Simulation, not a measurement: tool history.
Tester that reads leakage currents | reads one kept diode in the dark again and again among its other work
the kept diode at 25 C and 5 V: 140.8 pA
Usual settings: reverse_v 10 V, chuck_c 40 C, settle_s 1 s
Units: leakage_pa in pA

{"run": 1, "hour": 0.0, "reverse_v": 10, "chuck_c": 40, "settle_s": 1, "leakage_pa": 631.13}
{"run": 2, "hour": 141.6, "reverse_v": 10.4, "chuck_c": 40, "settle_s": 1, "leakage_pa": 645.39}
{"run": 3, "hour": 338.8, "reverse_v": 10.4, "chuck_c": 40, "settle_s": 1, "leakage_pa": 651.83}
{"run": 4, "hour": 438.4, "reverse_v": 3.5, "chuck_c": 40, "settle_s": 1, "leakage_pa": 410.88}
{"hour": 464.4, "done": "chuck's temperature calibrated"}
{"hour": 543.2, "done": "probe card cleaned and baked"}
{"run": 5, "hour": 545.5, "reverse_v": 3.5, "chuck_c": 40, "settle_s": 1, "leakage_pa": 389.11}
{"run": 6, "hour": 765.7, "reverse_v": 1.5, "chuck_c": 40, "settle_s": 1, "leakage_pa": 278.74}
{"run": 7, "hour": 897.9, "reverse_v": 1.5, "chuck_c": 40, "settle_s": 1, "leakage_pa": 280.34}
{"run": 8, "hour": 1076.7, "reverse_v": 1.5, "chuck_c": 40, "settle_s": 1, "leakage_pa": 282.1}
{"run": 9, "hour": 1176.0, "reverse_v": 1.5, "chuck_c": 40, "settle_s": 1, "leakage_pa": 282.64}
{"run": 10, "hour": 1334.9, "reverse_v": 1.5, "chuck_c": 40, "settle_s": 1, "leakage_pa": 283.03}
{"run": 11, "hour": 1477.2, "reverse_v": 10, "chuck_c": 40, "settle_s": 1, "leakage_pa": 608.76}
{"run": 12, "hour": 1592.3, "reverse_v": 10, "chuck_c": 40, "settle_s": 1, "leakage_pa": 607.15}
{"run": 13, "hour": 1769.4, "reverse_v": 10, "chuck_c": 40, "settle_s": 1, "leakage_pa": 612.23}
{"run": 14, "hour": 1903.8, "reverse_v": 10, "chuck_c": 40, "settle_s": 1, "leakage_pa": 614.86}
{"run": 15, "hour": 2056.5, "reverse_v": 10, "chuck_c": 40, "settle_s": 1, "leakage_pa": 617.09}
{"run": 16, "hour": 2156.0, "reverse_v": 5.1, "chuck_c": 40, "settle_s": 1, "leakage_pa": 467.86}
{"run": 17, "hour": 2372.7, "reverse_v": 10, "chuck_c": 40, "settle_s": 1, "leakage_pa": 622.47}
{"run": 18, "hour": 2571.8, "reverse_v": 3.3, "chuck_c": 40, "settle_s": 1, "leakage_pa": 397.75}
{"run": 19, "hour": 2694.8, "reverse_v": 10, "chuck_c": 40, "settle_s": 1, "leakage_pa": 626.64}
{"hour": 2855.9, "done": "chuck's temperature calibrated"}
{"run": 20, "hour": 2862.3, "reverse_v": 1.2, "chuck_c": 20, "settle_s": 5.1, "leakage_pa": 54.33}
{"run": 21, "hour": 3002.7, "reverse_v": 1.2, "chuck_c": 20, "settle_s": 5.1, "leakage_pa": 55.07}
{"run": 22, "hour": 3142.0, "reverse_v": 1.2, "chuck_c": 20, "settle_s": 5.1, "leakage_pa": 54.53}
{"run": 23, "hour": 3353.8, "reverse_v": 1.2, "chuck_c": 20, "settle_s": 4.34, "leakage_pa": 55.35}
{"run": 24, "hour": 3455.6, "reverse_v": 1.2, "chuck_c": 20, "settle_s": 4.34, "leakage_pa": 55.34}
{"run": 25, "hour": 3600.9, "reverse_v": 13.3, "chuck_c": 56, "settle_s": 9, "leakage_pa": 2085.57}
{"run": 26, "hour": 3784.1, "reverse_v": 1.2, "chuck_c": 40, "settle_s": 0.67, "leakage_pa": 261.81}
{"run": 27, "hour": 3923.8, "reverse_v": 1.2, "chuck_c": 32, "settle_s": 4.26, "leakage_pa": 144.27}
{"run": 28, "hour": 4074.4, "reverse_v": 14.1, "chuck_c": 54, "settle_s": 4.26, "leakage_pa": 1877.49}
{"run": 29, "hour": 4271.2, "reverse_v": 10, "chuck_c": 24, "settle_s": 1.57, "leakage_pa": 197.06}
{"run": 30, "hour": 4487.3, "reverse_v": 10, "chuck_c": 28, "settle_s": 0.79, "leakage_pa": 269.08}
{"run": 31, "hour": 4598.3, "reverse_v": 5.7, "chuck_c": 27, "settle_s": 0.37, "leakage_pa": 196.21}
{"run": 32, "hour": 4756.3, "reverse_v": 5.7, "chuck_c": 27, "settle_s": 0.37, "leakage_pa": 198.82}
{"run": 33, "hour": 4964.4, "reverse_v": 10, "chuck_c": 40, "settle_s": 0.46, "leakage_pa": 645.27}
{"run": 34, "hour": 5090.5, "reverse_v": 10, "chuck_c": 40, "settle_s": 0.46, "leakage_pa": 647.24}
{"run": 35, "hour": 5184.6, "reverse_v": 10, "chuck_c": 36, "settle_s": 0.52, "leakage_pa": 485.15}
{"hour": 5245.8, "done": "chuck's temperature calibrated"}
{"run": 36, "hour": 5374.0, "reverse_v": 5.9, "chuck_c": 27, "settle_s": 1.95, "leakage_pa": 191.31}
{"hour": 5488.0, "done": "tester calibrated"}
{"run": 37, "hour": 5499.3, "reverse_v": 5.9, "chuck_c": 27, "settle_s": 0.75, "leakage_pa": 196.06}
{"hour": 5581.9, "done": "probe card cleaned and baked"}
{"run": 38, "hour": 5633.7, "reverse_v": 5.9, "chuck_c": 27, "settle_s": 0.75, "leakage_pa": 181.04}

Measured less the same run without the tool's hidden state. The same run-to-run variation is in both; the gauge's scatter may not be:
The hidden state here: stray current of the dirty probe card, pA a volt; current scale over the true one, %; true chuck temperature over the reading, C; drift of the gauge itself on leakage_pa, %.
run=1 leakage_pa=+37.86
run=2 leakage_pa=+41.38
run=3 leakage_pa=+44.54
run=4 leakage_pa=+21.44
run=5 leakage_pa=-1.04
run=6 leakage_pa=+0.46
run=7 leakage_pa=+1.2
run=8 leakage_pa=+2.21
run=9 leakage_pa=+2.77
run=10 leakage_pa=+3.66
run=11 leakage_pa=+12.79
run=12 leakage_pa=+14.51
run=13 leakage_pa=+17.29
run=14 leakage_pa=+19.28
run=15 leakage_pa=+21.44
run=16 leakage_pa=+15.3
run=17 leakage_pa=+26.53
run=18 leakage_pa=+15.7
run=19 leakage_pa=+31.64
run=20 leakage_pa=+1.66
run=21 leakage_pa=+1.91
run=22 leakage_pa=+2.1
run=23 leakage_pa=+2.46
run=24 leakage_pa=+2.63
run=25 leakage_pa=+43.48
run=26 leakage_pa=+6.24
run=27 leakage_pa=+5.01
run=28 leakage_pa=+59.25
run=29 leakage_pa=+24.73
run=30 leakage_pa=+28.65
run=31 leakage_pa=+18.16
run=32 leakage_pa=+19.31
run=33 leakage_pa=+44.85
run=34 leakage_pa=+46.87
run=35 leakage_pa=+42.58
run=36 leakage_pa=+13.28
run=37 leakage_pa=+17.5
run=38 leakage_pa=+2.31

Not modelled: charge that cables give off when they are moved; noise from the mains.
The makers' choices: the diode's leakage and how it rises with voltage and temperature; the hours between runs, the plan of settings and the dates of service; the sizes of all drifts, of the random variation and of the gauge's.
